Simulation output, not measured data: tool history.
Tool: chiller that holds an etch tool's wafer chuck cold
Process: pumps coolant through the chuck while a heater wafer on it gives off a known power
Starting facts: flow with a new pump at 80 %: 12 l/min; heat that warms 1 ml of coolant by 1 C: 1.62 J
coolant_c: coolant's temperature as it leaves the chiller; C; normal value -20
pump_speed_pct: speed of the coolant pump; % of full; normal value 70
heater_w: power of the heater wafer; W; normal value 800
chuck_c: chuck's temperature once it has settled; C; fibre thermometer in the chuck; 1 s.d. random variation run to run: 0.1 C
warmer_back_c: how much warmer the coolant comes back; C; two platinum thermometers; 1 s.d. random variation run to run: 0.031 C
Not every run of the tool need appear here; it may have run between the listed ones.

Run 1, hour 0.0: usual settings. Result: chuck_c -14.4 C, warmer_back_c 2.87 C.
At hour 38.8: coolant changed, channels flushed.
Run 2, hour 78.6: usual settings. Result: chuck_c -14.6 C, warmer_back_c 2.88 C.
Run 3, hour 218.8: usual settings. Result: chuck_c -14.5 C, warmer_back_c 2.80 C.
Run 4, hour 311.7: usual settings. Result: chuck_c -14.6 C, warmer_back_c 2.87 C.
Run 5, hour 388.8: usual settings. Result: chuck_c -14.5 C, warmer_back_c 2.87 C.
Run 6, hour 470.9: usual settings. Result: chuck_c -14.4 C, warmer_back_c 2.79 C.
Run 7, hour 570.9: usual settings. Result: chuck_c -14.5 C, warmer_back_c 2.81 C.
Run 8, hour 684.0: usual settings. Result: chuck_c -14.6 C, warmer_back_c 2.85 C.
Run 9, hour 785.8: usual settings. Result: chuck_c -14.4 C, warmer_back_c 2.85 C.
Run 10, hour 930.3: usual settings. Result: chuck_c -14.5 C, warmer_back_c 2.86 C.
Run 11, hour 1070.0: usual settings but heater_w 500 W. Result: chuck_c -16.6 C, warmer_back_c 1.72 C.
Run 12, hour 1134.6: usual settings. Result: chuck_c -14.6 C, warmer_back_c 2.81 C.
Run 13, hour 1240.7: usual settings. Result: chuck_c -14.5 C, warmer_back_c 2.81 C.
Run 14, hour 1317.8: usual settings but coolant_c -16 C. Result: chuck_c -10.6 C, warmer_back_c 2.85 C.
Run 15, hour 1417.5: usual settings but pump_speed_pct 63 % of full. Result: chuck_c -14.2 C, warmer_back_c 3.22 C.
Run 16, hour 1508.1: usual settings but coolant_c -16 C. Result: chuck_c -10.5 C, warmer_back_c 2.84 C.
Run 17, hour 1594.7: usual settings but coolant_c -23 C, heater_w 606 W. Result: chuck_c -18.8 C, warmer_back_c 2.07 C.
Run 18, hour 1715.9: usual settings but coolant_c -23 C, heater_w 606 W. Result: chuck_c -18.8 C, warmer_back_c 2.13 C.
Run 19, hour 1797.4: usual settings but coolant_c -23 C, heater_w 606 W. Result: chuck_c -18.8 C, warmer_back_c 2.18 C.
Run 20, hour 1937.2: usual settings but coolant_c -23 C, heater_w 606 W. Result: chuck_c -18.9 C, warmer_back_c 2.10 C.
Run 21, hour 2091.9: usual settings but coolant_c -23 C, heater_w 606 W. Result: chuck_c -18.8 C, warmer_back_c 2.12 C.
Run 22, hour 2187.7: usual settings but coolant_c -15 C, pump_speed_pct 100 % of full, heater_w 1101 W. Result: chuck_c -9.0 C, warmer_back_c 2.55 C.
Run 23, hour 2306.2: usual settings but coolant_c -27 C, pump_speed_pct 83 % of full, heater_w 473 W. Result: chuck_c -24.2 C, warmer_back_c 1.27 C.
Run 24, hour 2372.5: usual settings but coolant_c -21 C, pump_speed_pct 61 % of full, heater_w 473 W. Result: chuck_c -17.4 C, warmer_back_c 1.89 C.
Run 25, hour 2483.8: usual settings but pump_speed_pct 72 % of full, heater_w 462 W. Result: chuck_c -17.0 C, warmer_back_c 1.55 C.
Run 26, hour 2556.3: usual settings but pump_speed_pct 72 % of full, heater_w 462 W. Result: chuck_c -16.9 C, warmer_back_c 1.49 C.
Run 27, hour 2623.9: usual settings but coolant_c -14 C, pump_speed_pct 66 % of full, heater_w 781 W. Result: chuck_c -8.2 C, warmer_back_c 2.85 C.
Run 28, hour 2751.5: usual settings but coolant_c -14 C, pump_speed_pct 66 % of full, heater_w 781 W. Result: chuck_c -8.3 C, warmer_back_c 2.92 C.
Run 29, hour 2817.7: usual settings but coolant_c -14 C, pump_speed_pct 66 % of full, heater_w 781 W. Result: chuck_c -8.4 C, warmer_back_c 2.85 C.
Run 30, hour 2923.1: usual settings but coolant_c -14 C, pump_speed_pct 66 % of full, heater_w 781 W. Result: chuck_c -8.3 C, warmer_back_c 2.93 C.
Run 31, hour 3039.0: usual settings but coolant_c -21 C, pump_speed_pct 78 % of full, heater_w 602 W. Result: chuck_c -17.3 C, warmer_back_c 1.73 C.

Consider 3 possible next runs. They are alternatives, not a sequence: every one starts from the tool as it was left by run 31. What does each give?
Run A, hour 3137.9: usual settings but coolant_c -29 C, pump_speed_pct 97 % of full, heater_w 878 W. Result: chuck_c ?, warmer_back_c ?.
Run B, hour 3137.9: usual settings but coolant_c -21 C, pump_speed_pct 73 % of full. Result: chuck_c ?, warmer_back_c ?.
Run C, hour 3137.9: usual settings but coolant_c -21 C, pump_speed_pct 78 % of full, heater_w 558 W. Result: chuck_c ?, warmer_back_c ?.

run  chuck_c  warmer_back_c
  A    -24.2           2.05
  B    -15.8           2.55
  C    -17.6           1.56
With the hidden condition removed and each run's random variation left untouched, the same runs would have given:
run  chuck_c  warmer_back_c
  A    -24.2           2.18
  B    -15.8           2.68
  C    -17.6           1.70
